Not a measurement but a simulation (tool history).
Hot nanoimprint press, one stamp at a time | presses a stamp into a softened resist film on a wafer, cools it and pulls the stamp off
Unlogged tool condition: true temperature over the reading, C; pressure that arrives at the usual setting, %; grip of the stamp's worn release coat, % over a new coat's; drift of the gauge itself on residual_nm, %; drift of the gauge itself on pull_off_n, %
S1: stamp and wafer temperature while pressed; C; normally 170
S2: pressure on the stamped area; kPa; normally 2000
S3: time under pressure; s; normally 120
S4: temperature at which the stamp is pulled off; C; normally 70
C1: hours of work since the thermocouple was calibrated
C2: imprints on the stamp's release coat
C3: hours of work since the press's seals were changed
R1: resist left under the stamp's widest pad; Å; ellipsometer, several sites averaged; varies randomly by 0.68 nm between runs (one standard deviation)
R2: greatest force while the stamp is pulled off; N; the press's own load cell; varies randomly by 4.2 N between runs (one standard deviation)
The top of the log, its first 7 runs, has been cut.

{"run": 8, "day": 2.708, "S1": 170, "S2": 2000, "S3": 120, "S4": 70, "C1": 232, "C2": 56, "C3": 278, "R1": 1714, "R2": 206}
{"run": 9, "day": 3.017, "S1": 170, "S2": 2000, "S3": 120, "S4": 70, "C1": 237, "C2": 82, "C3": 283, "R1": 1707, "R2": 204}
{"run": 10, "day": 3.188, "S1": 170, "S2": 2000, "S3": 120, "S4": 70, "C1": 239, "C2": 97, "C3": 285, "R1": 1694, "R2": 195}
{"run": 11, "day": 3.583, "S1": 170, "S2": 2000, "S3": 120, "S4": 70, "C1": 245, "C2": 131, "C3": 291, "R1": 1704, "R2": 206}
{"run": 12, "day": 3.767, "S1": 170, "S2": 2000, "S3": 120, "S4": 70, "C1": 248, "C2": 146, "C3": 294, "R1": 1701, "R2": 201}
{"run": 13, "day": 4.042, "S1": 170, "S2": 2000, "S3": 120, "S4": 70, "C1": 252, "C2": 170, "C3": 298, "R1": 1712, "R2": 208}
{"run": 14, "day": 4.346, "S1": 170, "S2": 2000, "S3": 120, "S4": 70, "C1": 256, "C2": 196, "C3": 302, "R1": 1699, "R2": 207}
{"run": 15, "day": 4.562, "S1": 170, "S2": 2000, "S3": 212, "S4": 70, "C1": 259, "C2": 215, "C3": 305, "R1": 1420, "R2": 197}
{"run": 16, "day": 4.875, "S1": 170, "S2": 2000, "S3": 100, "S4": 64, "C1": 264, "C2": 241, "C3": 310, "R1": 1798, "R2": 213}
{"run": 17, "day": 5.262, "S1": 169, "S2": 1680, "S3": 129, "S4": 67, "C1": 269, "C2": 275, "C3": 315, "R1": 1849, "R2": 206}
{"run": 18, "day": 5.546, "S1": 173, "S2": 3050, "S3": 141, "S4": 67, "C1": 274, "C2": 299, "C3": 319, "R1": 1169, "R2": 203}
{"run": 19, "day": 5.796, "S1": 180, "S2": 1320, "S3": 183, "S4": 55, "C1": 277, "C2": 320, "C3": 323, "R1": 1292, "R2": 226}
{"run": 20, "day": 6.096, "S1": 180, "S2": 1320, "S3": 183, "S4": 55, "C1": 282, "C2": 346, "C3": 327, "R1": 1285, "R2": 220}
{"run": 21, "day": 6.438, "S1": 180, "S2": 1320, "S3": 183, "S4": 55, "C1": 287, "C2": 375, "C3": 332, "R1": 1297, "R2": 217}
{"run": 22, "day": 6.658, "S1": 161, "S2": 2000, "S3": 232, "S4": 65, "C1": 290, "C2": 394, "C3": 336, "R1": 1894, "R2": 205}
{"run": 23, "day": 6.929, "S1": 160, "S2": 2130, "S3": 146, "S4": 58, "C1": 294, "C2": 417, "C3": 340, "R1": 2145, "R2": 214}
{"run": 24, "day": 7.292, "S1": 160, "S2": 2130, "S3": 146, "S4": 58, "C1": 299, "C2": 448, "C3": 345, "R1": 2142, "R2": 216}
{"run": 25, "day": 7.508, "S1": 170, "S2": 2000, "S3": 120, "S4": 69, "C1": 302, "C2": 467, "C3": 348, "R1": 1689, "R2": 207}
{"run": 26, "day": 7.904, "S1": 158, "S2": 2680, "S3": 66, "S4": 64, "C1": 308, "C2": 501, "C3": 354, "R1": 2413, "R2": 209}
{"run": 27, "day": 8.238, "S1": 163, "S2": 2000, "S3": 80, "S4": 70, "C1": 313, "C2": 529, "C3": 359, "R1": 2252, "R2": 205}
{"run": 28, "day": 8.583, "S1": 162, "S2": 2000, "S3": 116, "S4": 70, "C1": 318, "C2": 559, "C3": 364, "R1": 2158, "R2": 205}
{"day": 8.783, "done": "gauge calibrated"}
{"run": 29, "day": 8.833, "S1": 167, "S2": 2000, "S3": 120, "S4": 64, "C1": 321, "C2": 580, "C3": 367, "R1": 1893, "R2": 217}

What will run 30 give?
{"run": 30, "day": 9.192, "S1": 167, "S2": 2000, "S3": 120, "S4": 64, "C1": 327, "C2": 611, "C3": 372, "R1": "?", "R2": "?"}

{"run 30": {"R1": 1896, "R2": 208}}
The same run, on a tool lacking any hidden state, would have yielded R1 1896 Å, R2 207 N.
